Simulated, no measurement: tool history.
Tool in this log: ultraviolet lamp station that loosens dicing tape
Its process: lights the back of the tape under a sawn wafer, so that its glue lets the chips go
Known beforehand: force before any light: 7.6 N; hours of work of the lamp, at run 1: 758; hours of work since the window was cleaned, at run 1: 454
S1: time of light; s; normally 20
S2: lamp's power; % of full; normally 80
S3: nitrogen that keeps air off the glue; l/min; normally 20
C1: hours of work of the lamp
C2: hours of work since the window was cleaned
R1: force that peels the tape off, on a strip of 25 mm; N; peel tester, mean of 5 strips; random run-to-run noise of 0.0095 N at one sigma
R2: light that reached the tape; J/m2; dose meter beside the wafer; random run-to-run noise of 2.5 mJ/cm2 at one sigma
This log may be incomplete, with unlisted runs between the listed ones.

run 1 hour=0 | S1=20 S2=80 S3=20 | C1=758 C2=454 | R1=0.765 R2=2230
run 2 hour=24.1 | S1=20 S2=80 S3=20 | C1=774 C2=470 | R1=0.813 R2=2230
run 3 hour=45.4 | S1=20 S2=80 S3=7 | C1=788 C2=484 | R1=1.606 R2=2230
run 4 hour=73.1 | S1=20 S2=80 S3=7 | C1=807 C2=503 | R1=1.679 R2=2220
run 5 hour=94.5 | S1=20 S2=80 S3=22 | C1=821 C2=517 | R1=0.788 R2=2210
run 6 hour=135 | S1=20 S2=80 S3=22 | C1=848 C2=544 | R1=0.794 R2=2150
run 7 hour=156.5 | S1=20 S2=80 S3=22 | C1=863 C2=558 | R1=0.821 R2=2120
run 8 hour=175.2 | S1=20 S2=80 S3=20 | C1=875 C2=571 | R1=0.903 R2=2110
run 9 hour=205.5 | S1=20 S2=80 S3=20 | C1=895 C2=591 | R1=0.896 R2=2090
run 10 hour=223 | S1=20 S2=80 S3=20 | C1=907 C2=603 | R1=0.887 R2=2080
run 11 hour=246 | S1=20 S2=80 S3=21 | C1=922 C2=618 | R1=0.9 R2=2010
run 12 hour=268.8 | S1=20 S2=80 S3=21 | C1=938 C2=633 | R1=0.855 R2=2070
run 13 hour=295.1 | S1=20 S2=80 S3=20 | C1=955 C2=651 | R1=0.887 R2=2050
-- hour=309 window cleaned of glue's vapour
run 14 hour=331.8 | S1=20 S2=80 S3=20 | C1=979 C2=15 | R1=0.878 R2=2170
run 15 hour=361.3 | S1=20 S2=80 S3=20 | C1=999 C2=35 | R1=0.862 R2=2170
run 16 hour=400.5 | S1=20 S2=80 S3=20 | C1=1025 C2=61 | R1=0.935 R2=2070
run 17 hour=428.1 | S1=20 S2=80 S3=20 | C1=1044 C2=80 | R1=0.922 R2=2100
-- hour=434.4 lamp changed
run 18 hour=458.1 | S1=20 S2=80 S3=20 | C1=16 C2=99 | R1=0.425 R2=3000
run 19 hour=482.2 | S1=20 S2=80 S3=20 | C1=32 C2=115 | R1=0.436 R2=2970
run 20 hour=509.8 | S1=20 S2=80 S3=20 | C1=50 C2=133 | R1=0.431 R2=3000
run 21 hour=532.7 | S1=20 S2=80 S3=20 | C1=66 C2=149 | R1=0.456 R2=2970
run 22 hour=566.5 | S1=20 S2=80 S3=28 | C1=88 C2=171 | R1=0.375 R2=2930
run 23 hour=598 | S1=20 S2=99 S3=19 | C1=109 C2=192 | R1=0.297 R2=3560
run 24 hour=637.2 | S1=18 S2=99 S3=22 | C1=135 C2=219 | R1=0.35 R2=3170
run 25 hour=661.4 | S1=14 S2=63 S3=22 | C1=152 C2=235 | R1=1.355 R2=1570
run 26 hour=692.8 | S1=14 S2=63 S3=22 | C1=173 C2=256 | R1=1.414 R2=1550
run 27 hour=724.8 | S1=13 S2=94 S3=6 | C1=194 C2=277 | R1=1.935 R2=2190
run 28 hour=759.5 | S1=13 S2=91 S3=18 | C1=217 C2=300 | R1=1.004 R2=2060
run 29 hour=786.2 | S1=27 S2=83 S3=20 | C1=235 C2=318 | R1=0.254 R2=3840
run 30 hour=817.1 | S1=35 S2=83 S3=20 | C1=256 C2=339 | R1=0.177 R2=5000
run 31 hour=839.7 | S1=35 S2=83 S3=20 | C1=271 C2=354 | R1=0.188 R2=4930
run 32 hour=863.9 | S1=20 S2=80 S3=18 | C1=287 C2=370 | R1=0.594 R2=2690
run 33 hour=889.8 | S1=37 S2=75 S3=18 | C1=304 C2=387 | R1=0.211 R2=4670
run 34 hour=929.6 | S1=39 S2=80 S3=26 | C1=331 C2=414 | R1=0.163 R2=5170
run 35 hour=956.1 | S1=29 S2=73 S3=8 | C1=348 C2=431 | R1=0.676 R2=3500
run 36 hour=973 | S1=20 S2=61 S3=20 | C1=360 C2=443 | R1=0.984 R2=2010
run 37 hour=995.2 | S1=22 S2=61 S3=20 | C1=375 C2=458 | R1=0.812 R2=2210
run 38 hour=1023 | S1=21 S2=65 S3=21 | C1=393 C2=476 | R1=0.798 R2=2240
run 39 hour=1051.6 | S1=27 S2=95 S3=11 | C1=412 C2=495 | R1=0.355 R2=4100
run 40 hour=1083.7 | S1=27 S2=95 S3=23 | C1=434 C2=517 | R1=0.226 R2=4100
run 41 hour=1112.3 | S1=19 S2=76 S3=8 | C1=453 C2=536 | R1=1.468 R2=2260
run 42 hour=1131.3 | S1=19 S2=76 S3=8 | C1=465 C2=549 | R1=1.465 R2=2300
run 43 hour=1151.2 | S1=19 S2=97 S3=11 | C1=479 C2=562 | R1=0.75 R2=2880

4 ways to go on from here, each from the tool as it stands after run 43. What would each give?
run A hour=1185.9 | S1=19 S2=97 S3=12 | C1=502 C2=585 | R1=? R2=?
run B hour=1185.9 | S1=22 S2=82 S3=12 | C1=502 C2=585 | R1=? R2=?
run C hour=1185.9 | S1=22 S2=67 S3=11 | C1=502 C2=585 | R1=? R2=?
run D hour=1185.9 | S1=16 S2=95 S3=6 | C1=502 C2=585 | R1=? R2=?

run=A R1=0.72 R2=2870
run=B R1=0.765 R2=2790
run=C R1=1.167 R2=2320
run=D R1=1.66 R2=2320
The same runs, with their run-to-run variation unchanged, on a tool lacking any hidden condition would have given:
run=A R1=0.454 R2=3570
run=B R1=0.482 R2=3470
run=C R1=0.778 R2=2880
run=D R1=1.172 R2=2910
